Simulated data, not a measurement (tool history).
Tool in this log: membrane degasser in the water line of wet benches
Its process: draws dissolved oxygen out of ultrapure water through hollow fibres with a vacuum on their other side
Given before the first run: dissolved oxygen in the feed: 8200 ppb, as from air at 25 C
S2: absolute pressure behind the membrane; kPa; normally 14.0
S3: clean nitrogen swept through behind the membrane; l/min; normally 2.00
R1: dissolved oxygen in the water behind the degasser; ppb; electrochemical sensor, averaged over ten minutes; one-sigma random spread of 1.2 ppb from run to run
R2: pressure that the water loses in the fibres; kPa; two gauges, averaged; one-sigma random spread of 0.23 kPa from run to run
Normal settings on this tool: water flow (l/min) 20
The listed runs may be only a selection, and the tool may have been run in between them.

run 1 hour=0.0 | water_flow_(l/min)=20 S2=14.0 S3=2.00 | R1=259.1 R2=60.40
run 2 hour=77.5 | water_flow_(l/min)=23 S2=14.0 S3=2.00 | R1=295.7 R2=69.69
run 3 hour=204.7 | water_flow_(l/min)=23 S2=14.0 S3=2.00 | R1=296.3 R2=69.51
run 4 hour=330.6 | water_flow_(l/min)=23 S2=14.0 S3=2.00 | R1=297.5 R2=69.37
run 5 hour=472.7 | water_flow_(l/min)=20 S2=14.0 S3=2.98 | R1=183.2 R2=60.58
run 6 hour=558.1 | water_flow_(l/min)=20 S2=14.0 S3=2.98 | R1=182.3 R2=60.84
run 7 hour=652.7 | water_flow_(l/min)=20 S2=14.0 S3=2.98 | R1=181.9 R2=60.17
run 8 hour=748.7 | water_flow_(l/min)=16 S2=14.0 S3=2.00 | R1=207.5 R2=48.37
run 9 hour=882.6 | water_flow_(l/min)=20 S2=14.0 S3=3.25 | R1=168.4 R2=61.04
run 10 hour=999.5 | water_flow_(l/min)=20 S2=14.0 S3=2.31 | R1=226.5 R2=60.36
run 11 hour=1083.5 | water_flow_(l/min)=20 S2=14.0 S3=2.31 | R1=228.3 R2=60.92
run 12 hour=1188.0 | water_flow_(l/min)=20 S2=14.0 S3=2.31 | R1=229.4 R2=60.73
run 13 hour=1323.9 | water_flow_(l/min)=20 S2=14.0 S3=2.31 | R1=230.8 R2=61.31
run 14 hour=1444.9 | water_flow_(l/min)=20 S2=14.0 S3=2.31 | R1=229.6 R2=61.27
run 15 hour=1548.7 | water_flow_(l/min)=20 S2=14.0 S3=2.31 | R1=227.6 R2=60.72
run 16 hour=1696.9 | water_flow_(l/min)=20 S2=14.0 S3=2.31 | R1=228.6 R2=60.93
run 17 hour=1841.2 | water_flow_(l/min)=20 S2=14.0 S3=5.77 | R1=101.4 R2=60.79
run 18 hour=1941.9 | water_flow_(l/min)=20 S2=14.0 S3=5.77 | R1=100.8 R2=61.20
run 19 hour=2102.0 | water_flow_(l/min)=13 S2=14.3 S3=2.32 | R1=153.2 R2=39.90
-- hour=2173.3 vacuum gauge calibrated
run 20 hour=2210.7 | water_flow_(l/min)=13 S2=14.3 S3=4.03 | R1=90.2 R2=39.82
run 21 hour=2277.1 | water_flow_(l/min)=30 S2=33.0 S3=1.09 | R1=1500.6 R2=91.27
run 22 hour=2421.2 | water_flow_(l/min)=14 S2=33.0 S3=1.09 | R1=821.7 R2=42.94
run 23 hour=2519.5 | water_flow_(l/min)=16 S2=12.8 S3=1.49 | R1=242.1 R2=49.01
run 24 hour=2675.6 | water_flow_(l/min)=16 S2=12.8 S3=1.49 | R1=243.8 R2=48.99
run 25 hour=2757.0 | water_flow_(l/min)=14 S2=19.0 S3=2.08 | R1=252.3 R2=42.97
run 26 hour=2880.0 | water_flow_(l/min)=14 S2=14.0 S3=0.88 | R1=382.4 R2=42.83
run 27 hour=2966.3 | water_flow_(l/min)=18 S2=14.0 S3=0.88 | R1=476.7 R2=55.29
run 28 hour=3046.7 | water_flow_(l/min)=18 S2=14.0 S3=0.88 | R1=480.3 R2=55.62
run 29 hour=3186.9 | water_flow_(l/min)=18 S2=14.0 S3=0.88 | R1=478.3 R2=55.59
run 30 hour=3281.9 | water_flow_(l/min)=20 S2=28.0 S3=4.54 | R1=271.6 R2=61.50
run 31 hour=3408.7 | water_flow_(l/min)=20 S2=28.0 S3=4.54 | R1=272.2 R2=61.43
run 32 hour=3548.1 | water_flow_(l/min)=30 S2=12.3 S3=3.98 | R1=192.5 R2=92.16

Predict each of these 4 candidate next runs independently; none follows another, all start after run 32:
run A hour=3646.8 | water_flow_(l/min)=16 S2=14.0 S3=1.37 | R1=? R2=?
run B hour=3646.8 | water_flow_(l/min)=18 S2=8.5 S3=3.98 | R1=? R2=?
run C hour=3646.8 | water_flow_(l/min)=20 S2=31.2 S3=1.57 | R1=? R2=?
run D hour=3646.8 | water_flow_(l/min)=20 S2=14.0 S3=1.77 | R1=? R2=?

run=A R1=294.9 R2=49.32
run=B R1=65.6 R2=55.77
run=C R1=773.2 R2=61.74
run=D R1=287.5 R2=62.11
Without the tool's hidden state the same runs would have given:
run=A R1=289.8 R2=47.21
run=B R1=62.9 R2=53.39
run=C R1=763.6 R2=59.11
run=D R1=282.0 R2=59.47

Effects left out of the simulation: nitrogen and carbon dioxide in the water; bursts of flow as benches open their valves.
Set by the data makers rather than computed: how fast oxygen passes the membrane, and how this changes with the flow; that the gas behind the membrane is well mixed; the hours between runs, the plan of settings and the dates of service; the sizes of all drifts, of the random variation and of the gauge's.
